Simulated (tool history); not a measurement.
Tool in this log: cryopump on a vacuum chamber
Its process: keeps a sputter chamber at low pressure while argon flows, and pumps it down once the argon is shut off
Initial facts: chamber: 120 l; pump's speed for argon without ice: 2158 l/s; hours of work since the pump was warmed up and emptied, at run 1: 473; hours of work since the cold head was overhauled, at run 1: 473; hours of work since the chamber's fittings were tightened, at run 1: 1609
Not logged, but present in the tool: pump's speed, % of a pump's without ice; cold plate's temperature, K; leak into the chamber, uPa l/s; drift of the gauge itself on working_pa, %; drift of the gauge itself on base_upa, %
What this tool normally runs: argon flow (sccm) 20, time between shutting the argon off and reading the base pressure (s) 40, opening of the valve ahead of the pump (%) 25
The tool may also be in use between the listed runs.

| run | hour | argon flow (sccm) | time between shutting the argon off and reading the base pressure (s) | opening of the valve ahead of the pump (%) | hours of work since the pump was warmed up and emptied | hours of work since the cold head was overhauled | hours of work since the chamber's fittings were tightened | pressure while argon flows (Pa) | pressure after the wait (uPa) |
|---|---|---|---|---|---|---|---|---|---|
| 1 | 0.0 | 20 | 40 | 25 | 473 | 473 | 1609 | 0.0641 | 2.33 |
| 2 | 18.7 | 20 | 40 | 25 | 483 | 483 | 1619 | 0.0644 | 2.45 |
| 3 | 36.1 | 20 | 40 | 25 | 492 | 492 | 1628 | 0.0635 | 2.30 |
| 4 | 45.5 | 16 | 40 | 25 | 497 | 497 | 1633 | 0.0519 | 2.40 |
| 5 | 58.5 | 20 | 40 | 25 | 503 | 503 | 1640 | 0.0632 | 2.31 |
| 6 | 74.4 | 20 | 40 | 25 | 512 | 512 | 1648 | 0.0646 | 2.28 |
| 7 | 88.4 | 18 | 40 | 25 | 519 | 519 | 1655 | 0.0578 | 2.35 |
| 8 | 104.5 | 18 | 40 | 25 | 527 | 527 | 1664 | 0.0581 | 2.42 |
| 9 | 120.3 | 18 | 40 | 25 | 536 | 536 | 1672 | 0.0579 | 2.31 |
| 10 | 133.2 | 20 | 40 | 44 | 542 | 542 | 1679 | 0.0365 | 2.37 |
| 11 | 148.1 | 20 | 40 | 25 | 550 | 550 | 1687 | 0.0636 | 2.44 |
| 12 | 161.8 | 20 | 40 | 25 | 557 | 557 | 1694 | 0.0661 | 2.48 |
| 13 | 183.3 | 20 | 40 | 25 | 569 | 569 | 1705 | 0.0646 | 2.40 |
| 14 | 196.8 | 9 | 40 | 25 | 576 | 576 | 1712 | 0.0283 | 2.42 |
| 15 | 218.1 | 9 | 40 | 25 | 587 | 587 | 1723 | 0.0288 | 2.42 |
| 16 | 231.3 | 9 | 40 | 25 | 594 | 594 | 1730 | 0.0290 | 2.46 |
| 17 | 249.4 | 9 | 40 | 25 | 603 | 603 | 1740 | 0.0287 | 2.38 |
| 18 | 264.6 | 9 | 40 | 25 | 611 | 611 | 1748 | 0.0291 | 2.40 |
| 19 | 276.8 | 9 | 40 | 25 | 618 | 618 | 1754 | 0.0292 | 2.44 |
| 20 | 295.5 | 23 | 40 | 51 | 627 | 627 | 1764 | 0.0366 | 2.45 |
| 21 | 311.0 | 11 | 25 | 25 | 636 | 636 | 1772 | 0.0348 | 3.16 |
| 22 | 327.3 | 11 | 25 | 25 | 644 | 644 | 1780 | 0.0362 | 3.30 |
| 23 | 342.6 | 30 | 40 | 25 | 652 | 652 | 1788 | 0.0962 | 2.45 |
| 24 | 364.9 | 30 | 40 | 25 | 664 | 664 | 1800 | 0.0977 | 2.49 |
| 25 | 381.3 | 30 | 40 | 17 | 672 | 672 | 1809 | 0.1425 | 2.44 |
| 26 | 392.3 | 30 | 40 | 17 | 678 | 678 | 1814 | 0.1416 | 2.43 |
| 27 | 409.2 | 16 | 178 | 48 | 687 | 687 | 1823 | 0.0275 | 1.45 |
| 28 | 421.0 | 20 | 40 | 25 | 693 | 693 | 1829 | 0.0651 | 2.53 |
| 29 | 432.0 | 21 | 40 | 25 | 699 | 699 | 1835 | 0.0687 | 2.51 |
| 30 | 453.5 | 28 | 40 | 25 | 710 | 710 | 1846 | 0.0917 | 2.57 |
| 31 | 474.8 | 28 | 105 | 15 | 721 | 721 | 1858 | 0.1510 | 1.72 |
| 32 | 496.8 | 28 | 105 | 15 | 733 | 733 | 1869 | 0.1486 | 1.75 |
| 33 | 518.5 | 28 | 105 | 15 | 744 | 744 | 1880 | 0.1478 | 1.69 |
| 34 | 538.2 | 20 | 276 | 25 | 754 | 754 | 1891 | 0.0647 | 1.39 |
| 35 | 554.0 | 20 | 276 | 25 | 763 | 763 | 1899 | 0.0635 | 1.41 |

Each row is a separate what-if for the run after 35, all from the same tool condition, not one after another. Results?
| A | 576.3 | 9 | 45 | 20 | 774 | 774 | 1911 | ? | ? |
| B | 576.3 | 24 | 39 | 51 | 774 | 774 | 1911 | ? | ? |
| C | 576.3 | 20 | 21 | 25 | 774 | 774 | 1911 | ? | ? |

| run | pressure while argon flows (Pa) | pressure after the wait (uPa) |
|---|---|---|
| A | 0.0362 | 2.38 |
| B | 0.0389 | 2.58 |
| C | 0.0647 | 3.73 |
Without the tool's hidden state the same runs would have given:
| run | pressure while argon flows (Pa) | pressure after the wait (uPa) |
|---|---|---|
| A | 0.0352 | 1.29 |
| B | 0.0363 | 1.47 |
| C | 0.0625 | 2.62 |

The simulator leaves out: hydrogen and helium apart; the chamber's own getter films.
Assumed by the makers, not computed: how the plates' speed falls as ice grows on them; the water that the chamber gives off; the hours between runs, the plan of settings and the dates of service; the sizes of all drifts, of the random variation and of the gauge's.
